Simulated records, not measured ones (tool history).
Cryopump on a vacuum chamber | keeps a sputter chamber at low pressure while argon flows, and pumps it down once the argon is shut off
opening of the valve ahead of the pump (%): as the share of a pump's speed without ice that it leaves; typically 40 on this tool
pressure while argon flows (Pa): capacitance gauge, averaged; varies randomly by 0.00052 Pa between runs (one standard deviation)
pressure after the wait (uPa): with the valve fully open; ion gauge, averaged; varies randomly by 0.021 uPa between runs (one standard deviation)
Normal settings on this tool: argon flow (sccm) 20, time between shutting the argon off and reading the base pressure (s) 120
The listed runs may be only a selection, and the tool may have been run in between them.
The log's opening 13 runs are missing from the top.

| run | hour | argon flow (sccm) | time between shutting the argon off and reading the base pressure (s) | opening of the valve ahead of the pump (%) | hours of work since the pump was warmed up and emptied | hours of work since the cold head was overhauled | hours of work since the chamber's fittings were tightened | pressure while argon flows (Pa) | pressure after the wait (uPa) |
|---|---|---|---|---|---|---|---|---|---|
| 14 | 262.7 | 20 | 120 | 48 | 226 | 226 | 1534 | 0.0326 | 1.24 |
| 15 | 287.5 | 20 | 120 | 48 | 238 | 238 | 1546 | 0.0315 | 1.25 |
| 16 | 310.4 | 20 | 120 | 48 | 249 | 249 | 1557 | 0.0326 | 1.25 |
| 17 | 328.5 | 20 | 120 | 48 | 258 | 258 | 1566 | 0.0323 | 1.27 |
| 18 | 353.7 | 18 | 193 | 40 | 270 | 270 | 1578 | 0.0348 | 1.16 |
| 19 | 370.2 | 18 | 193 | 40 | 278 | 278 | 1586 | 0.0348 | 1.13 |
| 20 | 394.1 | 20 | 120 | 46 | 289 | 289 | 1597 | 0.0335 | 1.31 |
| 21 | 415.0 | 31 | 54 | 34 | 299 | 299 | 1607 | 0.0698 | 1.77 |
| 22 | 435.9 | 31 | 35 | 34 | 309 | 309 | 1617 | 0.0697 | 2.15 |
| 23 | 450.8 | 20 | 42 | 24 | 316 | 316 | 1624 | 0.0640 | 1.97 |
| 24 | 478.1 | 20 | 125 | 24 | 329 | 329 | 1637 | 0.0639 | 1.29 |
| 25 | 497.7 | 17 | 79 | 22 | 339 | 339 | 1647 | 0.0590 | 1.51 |
| 26 | 515.5 | 26 | 29 | 44 | 347 | 347 | 1655 | 0.0458 | 2.45 |
| 27 | 538.3 | 30 | 68 | 24 | 358 | 358 | 1666 | 0.0954 | 1.64 |
| 28 | 559.6 | 32 | 109 | 40 | 368 | 368 | 1676 | 0.0614 | 1.41 |
| 29 | 579.0 | 20 | 79 | 42 | 378 | 378 | 1686 | 0.0371 | 1.52 |
| 30 | 605.3 | 20 | 79 | 42 | 390 | 390 | 1698 | 0.0371 | 1.55 |
| 31 | 630.4 | 20 | 79 | 42 | 402 | 402 | 1710 | 0.0382 | 1.56 |
| 32 | 654.5 | 20 | 79 | 42 | 414 | 414 | 1722 | 0.0376 | 1.58 |
| 33 | 666.3 | 11 | 80 | 48 | 420 | 420 | 1728 | 0.0181 | 1.55 |
| 34 | 687.1 | 11 | 80 | 48 | 430 | 430 | 1738 | 0.0192 | 1.52 |

Forecast each of these 3 alternatives for the next run:
| A | 705.3 | 8 | 80 | 20 | 438 | 438 | 1746 | ? | ? |
| B | 705.3 | 17 | 29 | 25 | 438 | 438 | 1746 | ? | ? |
| C | 705.3 | 13 | 281 | 40 | 438 | 438 | 1746 | ? | ? |

| run | pressure while argon flows (Pa) | pressure after the wait (uPa) |
|---|---|---|
| A | 0.0299 | 1.55 |
| B | 0.0514 | 2.47 |
| C | 0.0255 | 1.19 |
Had the tool no hidden state, the same runs would have come out as:
| run | pressure while argon flows (Pa) | pressure after the wait (uPa) |
|---|---|---|
| A | 0.0289 | 0.63 |
| B | 0.0494 | 1.55 |
| C | 0.0240 | 0.25 |

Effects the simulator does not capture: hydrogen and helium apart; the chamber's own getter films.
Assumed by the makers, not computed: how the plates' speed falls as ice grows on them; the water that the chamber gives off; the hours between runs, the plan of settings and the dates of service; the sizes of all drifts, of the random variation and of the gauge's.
